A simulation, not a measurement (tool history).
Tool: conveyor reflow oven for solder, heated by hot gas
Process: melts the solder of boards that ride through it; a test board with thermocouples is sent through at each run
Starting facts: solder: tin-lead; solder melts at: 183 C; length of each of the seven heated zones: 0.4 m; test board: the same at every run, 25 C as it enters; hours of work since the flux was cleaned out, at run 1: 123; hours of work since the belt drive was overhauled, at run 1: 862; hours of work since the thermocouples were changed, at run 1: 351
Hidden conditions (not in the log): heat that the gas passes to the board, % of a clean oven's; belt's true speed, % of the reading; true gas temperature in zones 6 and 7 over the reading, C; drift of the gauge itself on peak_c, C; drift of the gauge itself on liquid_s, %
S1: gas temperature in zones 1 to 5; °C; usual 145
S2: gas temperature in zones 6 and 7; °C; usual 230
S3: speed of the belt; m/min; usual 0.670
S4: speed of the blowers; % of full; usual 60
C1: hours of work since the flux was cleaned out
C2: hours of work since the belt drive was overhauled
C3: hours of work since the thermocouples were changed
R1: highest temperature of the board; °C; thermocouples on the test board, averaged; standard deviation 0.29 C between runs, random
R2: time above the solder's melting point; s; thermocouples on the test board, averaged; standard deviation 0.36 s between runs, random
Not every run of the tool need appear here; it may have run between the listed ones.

{"run": 1, "day": 0.0, "S1": 145, "S2": 230, "S3": 0.67, "S4": 60, "C1": 123, "C2": 862, "C3": 351, "R1": 210.6, "R2": 50.9}
{"run": 2, "day": 1.296, "S1": 145, "S2": 230, "S3": 0.67, "S4": 60, "C1": 141, "C2": 881, "C3": 370, "R1": 211.1, "R2": 51.1}
{"run": 3, "day": 2.725, "S1": 145, "S2": 230, "S3": 0.67, "S4": 60, "C1": 161, "C2": 901, "C3": 390, "R1": 210.8, "R2": 50.5}
{"run": 4, "day": 5.404, "S1": 145, "S2": 230, "S3": 0.67, "S4": 60, "C1": 200, "C2": 939, "C3": 428, "R1": 210.6, "R2": 50.9}
{"run": 5, "day": 7.375, "S1": 145, "S2": 230, "S3": 0.67, "S4": 60, "C1": 228, "C2": 967, "C3": 456, "R1": 210.3, "R2": 50.3}
{"run": 6, "day": 10.138, "S1": 145, "S2": 230, "S3": 0.67, "S4": 60, "C1": 267, "C2": 1007, "C3": 496, "R1": 210.4, "R2": 49.7}
{"run": 7, "day": 11.262, "S1": 145, "S2": 230, "S3": 0.67, "S4": 60, "C1": 283, "C2": 1023, "C3": 512, "R1": 209.5, "R2": 49.9}
{"run": 8, "day": 13.408, "S1": 145, "S2": 230, "S3": 0.67, "S4": 60, "C1": 314, "C2": 1054, "C3": 542, "R1": 209.0, "R2": 49.3}
{"day": 15.433, "done": "flux residue cleaned out of gas plates and filters"}
{"run": 9, "day": 15.467, "S1": 145, "S2": 230, "S3": 0.766, "S4": 60, "C1": 0, "C2": 1080, "C3": 569, "R1": 206.4, "R2": 40.5}
{"run": 10, "day": 16.6, "S1": 145, "S2": 230, "S3": 0.67, "S4": 60, "C1": 17, "C2": 1096, "C3": 585, "R1": 211.4, "R2": 51.6}
{"day": 17.938, "done": "belt drive overhauled, speed set with a stopwatch"}
{"run": 11, "day": 18.775, "S1": 145, "S2": 230, "S3": 0.67, "S4": 60, "C1": 45, "C2": 12, "C3": 614, "R1": 210.8, "R2": 50.1}
{"run": 12, "day": 21.296, "S1": 145, "S2": 230, "S3": 0.67, "S4": 60, "C1": 81, "C2": 48, "C3": 650, "R1": 210.4, "R2": 49.2}
{"run": 13, "day": 23.146, "S1": 145, "S2": 230, "S3": 0.67, "S4": 60, "C1": 108, "C2": 74, "C3": 676, "R1": 210.0, "R2": 49.3}
{"run": 14, "day": 25.883, "S1": 145, "S2": 230, "S3": 0.67, "S4": 60, "C1": 147, "C2": 113, "C3": 715, "R1": 210.5, "R2": 48.9}
{"run": 15, "day": 27.958, "S1": 148, "S2": 238, "S3": 0.6, "S4": 85, "C1": 176, "C2": 143, "C3": 745, "R1": 226.9, "R2": 70.2}
{"run": 16, "day": 30.354, "S1": 148, "S2": 238, "S3": 0.6, "S4": 85, "C1": 211, "C2": 177, "C3": 779, "R1": 226.6, "R2": 71.2}
{"run": 17, "day": 31.658, "S1": 147, "S2": 238, "S3": 0.772, "S4": 85, "C1": 229, "C2": 196, "C3": 797, "R1": 218.8, "R2": 49.4}
{"day": 32.512, "done": "thermocouples of zones 6 and 7 changed"}
{"run": 18, "day": 33.829, "S1": 143, "S2": 233, "S3": 0.75, "S4": 75, "C1": 259, "C2": 226, "C3": 19, "R1": 211.4, "R2": 44.8}
{"run": 19, "day": 36.183, "S1": 143, "S2": 241, "S3": 0.75, "S4": 75, "C1": 292, "C2": 259, "C3": 52, "R1": 217.6, "R2": 49.2}
{"run": 20, "day": 38.771, "S1": 145, "S2": 236, "S3": 0.665, "S4": 60, "C1": 329, "C2": 296, "C3": 89, "R1": 213.6, "R2": 52.7}
{"day": 39.608, "done": "flux residue cleaned out of gas plates and filters"}
{"run": 21, "day": 41.133, "S1": 145, "S2": 236, "S3": 0.665, "S4": 60, "C1": 22, "C2": 327, "C3": 120, "R1": 215.6, "R2": 55.6}
{"run": 22, "day": 43.125, "S1": 145, "S2": 219, "S3": 0.632, "S4": 60, "C1": 50, "C2": 355, "C3": 148, "R1": 203.0, "R2": 45.9}
{"run": 23, "day": 44.754, "S1": 145, "S2": 219, "S3": 0.632, "S4": 60, "C1": 73, "C2": 378, "C3": 172, "R1": 203.3, "R2": 45.7}
{"run": 24, "day": 46.458, "S1": 158, "S2": 230, "S3": 0.617, "S4": 60, "C1": 98, "C2": 403, "C3": 196, "R1": 215.9, "R2": 65.4}
{"run": 25, "day": 48.292, "S1": 158, "S2": 230, "S3": 0.617, "S4": 60, "C1": 124, "C2": 429, "C3": 222, "R1": 215.7, "R2": 66.3}
{"run": 26, "day": 50.629, "S1": 131, "S2": 224, "S3": 0.653, "S4": 71, "C1": 157, "C2": 462, "C3": 255, "R1": 206.7, "R2": 43.4}
{"run": 27, "day": 52.771, "S1": 145, "S2": 230, "S3": 0.67, "S4": 80, "C1": 188, "C2": 493, "C3": 286, "R1": 215.2, "R2": 55.7}
{"run": 28, "day": 54.125, "S1": 145, "S2": 230, "S3": 0.67, "S4": 80, "C1": 207, "C2": 512, "C3": 305, "R1": 215.2, "R2": 55.4}

Forecast each of these 3 alternatives for the next run:
{"run": "A", "day": 56.696, "S1": 145, "S2": 243, "S3": 0.67, "S4": 60, "C1": 244, "C2": 549, "C3": 342, "R1": "?", "R2": "?"}
{"run": "B", "day": 56.696, "S1": 130, "S2": 243, "S3": 0.709, "S4": 60, "C1": 244, "C2": 549, "C3": 342, "R1": "?", "R2": "?"}
{"run": "C", "day": 56.696, "S1": 145, "S2": 219, "S3": 0.67, "S4": 80, "C1": 244, "C2": 549, "C3": 342, "R1": "?", "R2": "?"}

run=A R1=220.3 R2=57.9
run=B R1=213.3 R2=45.0
run=C R1=205.8 R2=46.7
Without the tool's hidden state the same runs would have given:
run=A R1=221.1 R2=57.7
run=B R1=214.4 R2=45.3
run=C R1=206.5 R2=47.2
